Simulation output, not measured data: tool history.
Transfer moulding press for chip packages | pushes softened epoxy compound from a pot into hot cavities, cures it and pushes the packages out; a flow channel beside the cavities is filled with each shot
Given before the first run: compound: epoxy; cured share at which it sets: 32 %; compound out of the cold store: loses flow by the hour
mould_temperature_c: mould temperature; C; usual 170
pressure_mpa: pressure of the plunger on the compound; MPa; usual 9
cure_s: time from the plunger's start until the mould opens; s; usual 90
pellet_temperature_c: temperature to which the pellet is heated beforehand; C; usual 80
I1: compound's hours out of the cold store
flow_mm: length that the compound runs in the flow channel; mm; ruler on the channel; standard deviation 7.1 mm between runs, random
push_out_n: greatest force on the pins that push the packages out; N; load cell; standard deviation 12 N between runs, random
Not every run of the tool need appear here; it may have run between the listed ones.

run 1 hour=0 | mould_temperature_c=170 pressure_mpa=9 cure_s=90 pellet_temperature_c=80 | I1=9.4 | flow_mm=967 push_out_n=896
run 2 hour=34.9 | mould_temperature_c=170 pressure_mpa=9 cure_s=90 pellet_temperature_c=80 | I1=15.4 | flow_mm=917 push_out_n=1087
run 3 hour=72.9 | mould_temperature_c=170 pressure_mpa=9 cure_s=93 pellet_temperature_c=80 | I1=33.1 | flow_mm=833 push_out_n=859
run 4 hour=121.3 | mould_temperature_c=170 pressure_mpa=9 cure_s=93 pellet_temperature_c=80 | I1=12 | flow_mm=939 push_out_n=886
run 5 hour=171.3 | mould_temperature_c=170 pressure_mpa=9 cure_s=93 pellet_temperature_c=80 | I1=41 | flow_mm=787 push_out_n=707
run 6 hour=205.9 | mould_temperature_c=162 pressure_mpa=9 cure_s=114 pellet_temperature_c=80 | I1=17.8 | flow_mm=949 push_out_n=941
run 7 hour=244.2 | mould_temperature_c=162 pressure_mpa=9 cure_s=114 pellet_temperature_c=80 | I1=39.4 | flow_mm=849 push_out_n=718
run 8 hour=285.3 | mould_temperature_c=174 pressure_mpa=9.91 cure_s=85 pellet_temperature_c=79 | I1=37.3 | flow_mm=858 push_out_n=763
run 9 hour=306.4 | mould_temperature_c=177 pressure_mpa=7.69 cure_s=130 pellet_temperature_c=72 | I1=29.8 | flow_mm=768 push_out_n=547
run 10 hour=351.5 | mould_temperature_c=177 pressure_mpa=8.24 cure_s=73 pellet_temperature_c=72 | I1=35.1 | flow_mm=780 push_out_n=775

The log once held 6 entries between its listed runs, left out of this copy. Where does each go, and what is different about the tool's unlogged condition between the listed run before it and the listed run after it?
After run 1, before run 2: cavities cleaned with cleaning compound and waxed (hour 33.5)
  true mould temperature over the reading, C: 0.62 -> 0.66; pressure that reaches the compound, % of what is set: 96.97 -> 95.67; grip of the stained cavities, % over clean ones': 47.6 -> 83.3
  measured minus no-state result, flow_mm: -16 -> -22 mm; push_out_n: +263 -> +469 N
After run 4, before run 5: cavities cleaned with cleaning compound and waxed, once more (hour 129.9)
  true mould temperature over the reading, C: 0.76 -> 0.82; pressure that reaches the compound, % of what is set: 92.38 -> 90.5; grip of the stained cavities, % over clean ones': 58.5 -> 39.7
  measured minus no-state result, flow_mm: -40 -> -42 mm; push_out_n: +297 -> +177 N
After run 5, before run 6: plunger's sealing rings changed (hour 202.8); mould's thermocouples calibrated (hour 205.9)
  true mould temperature over the reading, C: 0.82 -> -0.05; pressure that reaches the compound, % of what is set: 90.5 -> 99.94; grip of the stained cavities, % over clean ones': 39.7 -> 48.7
  measured minus no-state result, flow_mm: -42 -> +0 mm; push_out_n: +177 -> +309 N
After run 6, before run 7: cavities cleaned with cleaning compound and waxed (hour 229.2)
  true mould temperature over the reading, C: -0.05 -> 0; pressure that reaches the compound, % of what is set: 99.94 -> 98.58; grip of the stained cavities, % over clean ones': 48.7 -> 24.7
  measured minus no-state result, flow_mm: +0 -> -6 mm; push_out_n: +309 -> +143 N
After run 9, before run 10: cavities cleaned with cleaning compound and waxed (hour 323.6)
  true mould temperature over the reading, C: 0.08 -> 0.13; pressure that reaches the compound, % of what is set: 96.19 -> 94.58; grip of the stained cavities, % over clean ones': 50.6 -> 31.4
  measured minus no-state result, flow_mm: -15 -> -22 mm; push_out_n: +185 -> +181 N
